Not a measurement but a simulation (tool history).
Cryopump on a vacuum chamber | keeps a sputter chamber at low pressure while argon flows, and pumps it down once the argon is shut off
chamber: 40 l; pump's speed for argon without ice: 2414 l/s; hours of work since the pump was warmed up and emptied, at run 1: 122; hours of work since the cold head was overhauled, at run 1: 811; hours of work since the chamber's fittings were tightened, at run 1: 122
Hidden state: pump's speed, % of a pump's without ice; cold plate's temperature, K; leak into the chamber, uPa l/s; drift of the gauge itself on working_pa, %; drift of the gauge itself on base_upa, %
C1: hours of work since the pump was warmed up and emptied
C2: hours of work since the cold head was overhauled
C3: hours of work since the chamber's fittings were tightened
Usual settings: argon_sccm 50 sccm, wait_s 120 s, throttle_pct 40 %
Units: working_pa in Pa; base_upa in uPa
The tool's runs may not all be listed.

{"run": 1, "day": 0.0, "argon_sccm": 50, "wait_s": 120, "throttle_pct": 40, "C1": 122, "C2": 811, "C3": 122, "working_pa": 0.0902, "base_upa": 0.61}
{"run": 2, "day": 1.175, "argon_sccm": 32, "wait_s": 120, "throttle_pct": 40, "C1": 143, "C2": 832, "C3": 143, "working_pa": 0.0578, "base_upa": 0.62}
{"run": 3, "day": 2.371, "argon_sccm": 50, "wait_s": 120, "throttle_pct": 40, "C1": 164, "C2": 853, "C3": 164, "working_pa": 0.0914, "base_upa": 0.63}
{"run": 4, "day": 3.817, "argon_sccm": 50, "wait_s": 120, "throttle_pct": 40, "C1": 190, "C2": 879, "C3": 190, "working_pa": 0.091, "base_upa": 0.65}
{"run": 5, "day": 4.646, "argon_sccm": 50, "wait_s": 120, "throttle_pct": 40, "C1": 205, "C2": 894, "C3": 205, "working_pa": 0.0909, "base_upa": 0.65}
{"run": 6, "day": 5.55, "argon_sccm": 50, "wait_s": 120, "throttle_pct": 56, "C1": 221, "C2": 910, "C3": 221, "working_pa": 0.067, "base_upa": 0.66}
{"run": 7, "day": 6.962, "argon_sccm": 50, "wait_s": 120, "throttle_pct": 56, "C1": 246, "C2": 936, "C3": 246, "working_pa": 0.0674, "base_upa": 0.64}
{"run": 8, "day": 7.829, "argon_sccm": 50, "wait_s": 120, "throttle_pct": 56, "C1": 262, "C2": 951, "C3": 262, "working_pa": 0.0683, "base_upa": 0.68}
{"run": 9, "day": 8.667, "argon_sccm": 50, "wait_s": 120, "throttle_pct": 17, "C1": 277, "C2": 966, "C3": 277, "working_pa": 0.2118, "base_upa": 0.67}
{"run": 10, "day": 9.708, "argon_sccm": 50, "wait_s": 120, "throttle_pct": 40, "C1": 295, "C2": 985, "C3": 295, "working_pa": 0.0933, "base_upa": 0.67}
{"run": 11, "day": 11.371, "argon_sccm": 50, "wait_s": 120, "throttle_pct": 40, "C1": 325, "C2": 1015, "C3": 325, "working_pa": 0.0937, "base_upa": 0.7}
{"run": 12, "day": 12.717, "argon_sccm": 50, "wait_s": 120, "throttle_pct": 35, "C1": 349, "C2": 1039, "C3": 349, "working_pa": 0.1072, "base_upa": 0.72}
{"run": 13, "day": 14.388, "argon_sccm": 50, "wait_s": 120, "throttle_pct": 35, "C1": 379, "C2": 1069, "C3": 379, "working_pa": 0.1084, "base_upa": 0.74}
{"run": 14, "day": 15.333, "argon_sccm": 50, "wait_s": 120, "throttle_pct": 35, "C1": 396, "C2": 1085, "C3": 396, "working_pa": 0.1073, "base_upa": 0.74}
{"run": 15, "day": 16.792, "argon_sccm": 50, "wait_s": 120, "throttle_pct": 35, "C1": 422, "C2": 1112, "C3": 422, "working_pa": 0.1087, "base_upa": 0.76}
{"run": 16, "day": 17.871, "argon_sccm": 50, "wait_s": 120, "throttle_pct": 40, "C1": 441, "C2": 1131, "C3": 441, "working_pa": 0.0962, "base_upa": 0.76}
{"run": 17, "day": 18.888, "argon_sccm": 83, "wait_s": 120, "throttle_pct": 40, "C1": 460, "C2": 1149, "C3": 460, "working_pa": 0.1607, "base_upa": 0.78}
{"run": 18, "day": 20.083, "argon_sccm": 83, "wait_s": 238, "throttle_pct": 19, "C1": 481, "C2": 1171, "C3": 481, "working_pa": 0.3216, "base_upa": 0.58}
{"run": 19, "day": 21.042, "argon_sccm": 24, "wait_s": 159, "throttle_pct": 40, "C1": 498, "C2": 1188, "C3": 498, "working_pa": 0.0469, "base_upa": 0.74}
{"run": 20, "day": 21.888, "argon_sccm": 24, "wait_s": 159, "throttle_pct": 40, "C1": 513, "C2": 1203, "C3": 513, "working_pa": 0.0476, "base_upa": 0.72}
{"run": 21, "day": 22.983, "argon_sccm": 24, "wait_s": 159, "throttle_pct": 40, "C1": 533, "C2": 1222, "C3": 533, "working_pa": 0.0466, "base_upa": 0.72}
{"run": 22, "day": 24.421, "argon_sccm": 24, "wait_s": 159, "throttle_pct": 40, "C1": 559, "C2": 1248, "C3": 559, "working_pa": 0.0473, "base_upa": 0.74}
{"run": 23, "day": 26.033, "argon_sccm": 24, "wait_s": 159, "throttle_pct": 40, "C1": 587, "C2": 1277, "C3": 587, "working_pa": 0.0489, "base_upa": 0.73}
{"run": 24, "day": 27.321, "argon_sccm": 89, "wait_s": 84, "throttle_pct": 39, "C1": 611, "C2": 1300, "C3": 611, "working_pa": 0.1832, "base_upa": 1.02}
{"run": 25, "day": 28.012, "argon_sccm": 89, "wait_s": 84, "throttle_pct": 39, "C1": 623, "C2": 1312, "C3": 623, "working_pa": 0.186, "base_upa": 1.06}
{"run": 26, "day": 29.221, "argon_sccm": 24, "wait_s": 51, "throttle_pct": 53, "C1": 645, "C2": 1334, "C3": 645, "working_pa": 0.0392, "base_upa": 1.41}
{"run": 27, "day": 29.971, "argon_sccm": 24, "wait_s": 51, "throttle_pct": 53, "C1": 658, "C2": 1347, "C3": 658, "working_pa": 0.0394, "base_upa": 1.44}
{"day": 30.454, "done": "pump warmed up, emptied and cooled again"}
{"run": 28, "day": 30.9, "argon_sccm": 52, "wait_s": 37, "throttle_pct": 38, "C1": 8, "C2": 1360, "C3": 671, "working_pa": 0.097, "base_upa": 1.69}
{"run": 29, "day": 31.888, "argon_sccm": 40, "wait_s": 82, "throttle_pct": 29, "C1": 26, "C2": 1378, "C3": 689, "working_pa": 0.0973, "base_upa": 0.92}
{"run": 30, "day": 32.804, "argon_sccm": 40, "wait_s": 82, "throttle_pct": 29, "C1": 42, "C2": 1394, "C3": 705, "working_pa": 0.0978, "base_upa": 0.94}
{"run": 31, "day": 34.004, "argon_sccm": 40, "wait_s": 82, "throttle_pct": 29, "C1": 64, "C2": 1416, "C3": 726, "working_pa": 0.0978, "base_upa": 0.97}
{"run": 32, "day": 35.579, "argon_sccm": 40, "wait_s": 82, "throttle_pct": 29, "C1": 92, "C2": 1444, "C3": 755, "working_pa": 0.098, "base_upa": 1.01}
{"run": 33, "day": 36.508, "argon_sccm": 40, "wait_s": 24, "throttle_pct": 34, "C1": 108, "C2": 1461, "C3": 771, "working_pa": 0.0836, "base_upa": 2.42}
{"run": 34, "day": 38.0, "argon_sccm": 40, "wait_s": 24, "throttle_pct": 34, "C1": 135, "C2": 1487, "C3": 798, "working_pa": 0.0834, "base_upa": 2.51}

Forecast each of these 3 alternatives for the next run:
{"run": "A", "day": 39.138, "argon_sccm": 41, "wait_s": 120, "throttle_pct": 40, "C1": 155, "C2": 1508, "C3": 818, "working_pa": "?", "base_upa": "?"}
{"run": "B", "day": 39.138, "argon_sccm": 25, "wait_s": 33, "throttle_pct": 23, "C1": 155, "C2": 1508, "C3": 818, "working_pa": "?", "base_upa": "?"}
{"run": "C", "day": 39.138, "argon_sccm": 99, "wait_s": 48, "throttle_pct": 25, "C1": 155, "C2": 1508, "C3": 818, "working_pa": "?", "base_upa": "?"}

run=A working_pa=0.0741 base_upa=0.82
run=B working_pa=0.0780 base_upa=1.90
run=C working_pa=0.2843 base_upa=1.47
Without the tool's hidden state the same runs would have given:
run=A working_pa=0.0716 base_upa=0.52
run=B working_pa=0.0765 base_upa=1.59
run=C working_pa=0.2783 base_upa=1.15

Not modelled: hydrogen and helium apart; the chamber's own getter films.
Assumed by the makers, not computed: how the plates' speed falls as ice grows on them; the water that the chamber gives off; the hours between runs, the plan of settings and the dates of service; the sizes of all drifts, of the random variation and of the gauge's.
